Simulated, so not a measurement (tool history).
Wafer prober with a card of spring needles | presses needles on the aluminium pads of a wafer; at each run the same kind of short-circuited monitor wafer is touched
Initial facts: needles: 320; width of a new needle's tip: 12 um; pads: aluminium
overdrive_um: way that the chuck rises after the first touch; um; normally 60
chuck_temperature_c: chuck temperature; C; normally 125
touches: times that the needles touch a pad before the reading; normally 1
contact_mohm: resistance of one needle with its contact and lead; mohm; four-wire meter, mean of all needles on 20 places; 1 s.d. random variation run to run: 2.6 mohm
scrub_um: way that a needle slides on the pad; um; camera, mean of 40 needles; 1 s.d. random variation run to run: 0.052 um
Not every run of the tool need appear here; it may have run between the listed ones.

{"run": 1, "day": 0.0, "overdrive_um": 60, "chuck_temperature_c": 125, "touches": 1, "contact_mohm": 294, "scrub_um": 12.73}
{"day": 0.933, "done": "tips cleaned on abrasive film"}
{"run": 2, "day": 1.933, "overdrive_um": 60, "chuck_temperature_c": 125, "touches": 1, "contact_mohm": 294, "scrub_um": 12.71}
{"day": 2.146, "done": "tips cleaned on abrasive film"}
{"day": 3.358, "done": "tips cleaned on abrasive film"}
{"run": 3, "day": 3.746, "overdrive_um": 60, "chuck_temperature_c": 125, "touches": 1, "contact_mohm": 295, "scrub_um": 12.59}
{"day": 4.183, "done": "height of the first contact set anew"}
{"day": 4.617, "done": "tips cleaned on abrasive film"}
{"run": 4, "day": 5.542, "overdrive_um": 60, "chuck_temperature_c": 125, "touches": 1, "contact_mohm": 300, "scrub_um": 12.71}
{"day": 5.758, "done": "tips cleaned on abrasive film"}
{"day": 6.912, "done": "tips cleaned on abrasive film"}
{"run": 5, "day": 7.3, "overdrive_um": 59, "chuck_temperature_c": 125, "touches": 1, "contact_mohm": 297, "scrub_um": 12.54}
{"day": 7.962, "done": "tips cleaned on abrasive film"}
{"day": 9.042, "done": "tips cleaned on abrasive film"}
{"run": 6, "day": 9.917, "overdrive_um": 59, "chuck_temperature_c": 125, "touches": 1, "contact_mohm": 300, "scrub_um": 12.58}
{"day": 10.175, "done": "tips cleaned on abrasive film"}
{"day": 11.25, "done": "tips cleaned on abrasive film"}
{"run": 7, "day": 11.25, "overdrive_um": 59, "chuck_temperature_c": 125, "touches": 1, "contact_mohm": 297, "scrub_um": 12.52}
{"day": 12.283, "done": "tips cleaned on abrasive film"}
{"day": 13.346, "done": "tips cleaned on abrasive film"}
{"run": 8, "day": 13.346, "overdrive_um": 60, "chuck_temperature_c": 58, "touches": 1, "contact_mohm": 277, "scrub_um": 12.68}
{"day": 14.475, "done": "tips cleaned on abrasive film"}
{"day": 15.512, "done": "tips cleaned on abrasive film"}
{"run": 9, "day": 15.608, "overdrive_um": 60, "chuck_temperature_c": 58, "touches": 1, "contact_mohm": 277, "scrub_um": 12.83}
{"day": 16.708, "done": "tips cleaned on abrasive film"}
{"day": 17.933, "done": "tips cleaned on abrasive film"}
{"run": 10, "day": 18.596, "overdrive_um": 60, "chuck_temperature_c": 58, "touches": 1, "contact_mohm": 277, "scrub_um": 12.82}
{"day": 19.017, "done": "tips cleaned on abrasive film"}
{"day": 20.142, "done": "tips cleaned on abrasive film"}
{"day": 21.312, "done": "tips cleaned on abrasive film"}
{"run": 11, "day": 21.521, "overdrive_um": 60, "chuck_temperature_c": 58, "touches": 1, "contact_mohm": 273, "scrub_um": 12.81}

The next listed run, before its measurement:
{"day": 22.346, "done": "tips cleaned on abrasive film"}
{"day": 23.483, "done": "tips cleaned on abrasive film"}
{"run": 12, "day": 24.175, "overdrive_um": 60, "chuck_temperature_c": 50, "touches": 1, "contact_mohm": "?", "scrub_um": "?"}

For run 12 the tool returned contact_mohm 274 mohm, scrub_um 12.8 um.
The same run, on a tool lacking any hidden state, would have yielded contact_mohm 273 mohm, scrub_um 12.65 um.

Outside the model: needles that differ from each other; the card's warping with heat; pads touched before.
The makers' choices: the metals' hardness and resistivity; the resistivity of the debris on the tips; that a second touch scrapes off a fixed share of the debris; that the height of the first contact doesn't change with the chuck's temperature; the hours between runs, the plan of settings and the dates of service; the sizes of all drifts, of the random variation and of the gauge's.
